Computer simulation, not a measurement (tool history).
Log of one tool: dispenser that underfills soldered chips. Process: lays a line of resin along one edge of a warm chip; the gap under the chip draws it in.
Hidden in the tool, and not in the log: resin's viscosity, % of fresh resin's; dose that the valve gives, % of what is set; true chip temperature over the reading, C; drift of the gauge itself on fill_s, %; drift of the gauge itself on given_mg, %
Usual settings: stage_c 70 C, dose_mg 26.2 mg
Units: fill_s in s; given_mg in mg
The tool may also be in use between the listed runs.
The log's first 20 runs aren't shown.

run	hour	stage_c	dose_mg	hours of work since the syringe was changed	hours of work since the valve was cleaned	hours of work since the stage was calibrated	fill_s	given_mg
21	75.0	55	32.1	5	17	191	81.6	31.82
22	77.6	55	32.1	7	19	192	85.5	31.87
# hour 79.2: new syringe of resin
23	83.3	78	22.3	3	22	196	35.6	22.07
24	88.2	68	33.8	6	26	199	52.8	33.42
# hour 91.5: new syringe of resin
25	92.9	66	29.9	1	29	202	44.3	29.44
26	95.6	67	29.9	3	30	204	46.2	29.43
27	98.4	56	26.4	5	32	206	75.5	26.09
28	101.3	56	26.4	7	34	208	81.4	25.99
# hour 103.9: new syringe of resin
29	105.8	58	32.6	1	37	211	60.6	32.16
30	108.3	76	32.8	3	39	213	35.3	32.24
31	111.6	72	31.9	5	41	215	44.3	31.19
# hour 115.9: new syringe of resin
32	117.0	56	24.6	1	44	218	63.2	24.09

4 ways to go on from here, each from the tool as it stands after run 32. What would each give?
A	122.0	68	25.1	4	48	222	?	?
B	122.0	66	26.2	4	48	222	?	?
C	122.0	70	26.3	4	48	222	?	?
D	122.0	63	31.1	4	48	222	?	?

run	fill_s	given_mg
A	48.7	24.56
B	51.9	25.78
C	45.9	25.88
D	56.1	30.54
Without the tool's hidden state the same runs would have given:
run	fill_s	given_mg
A	42.1	25.07
B	44.8	26.31
C	39.7	26.41
D	48.6	31.17
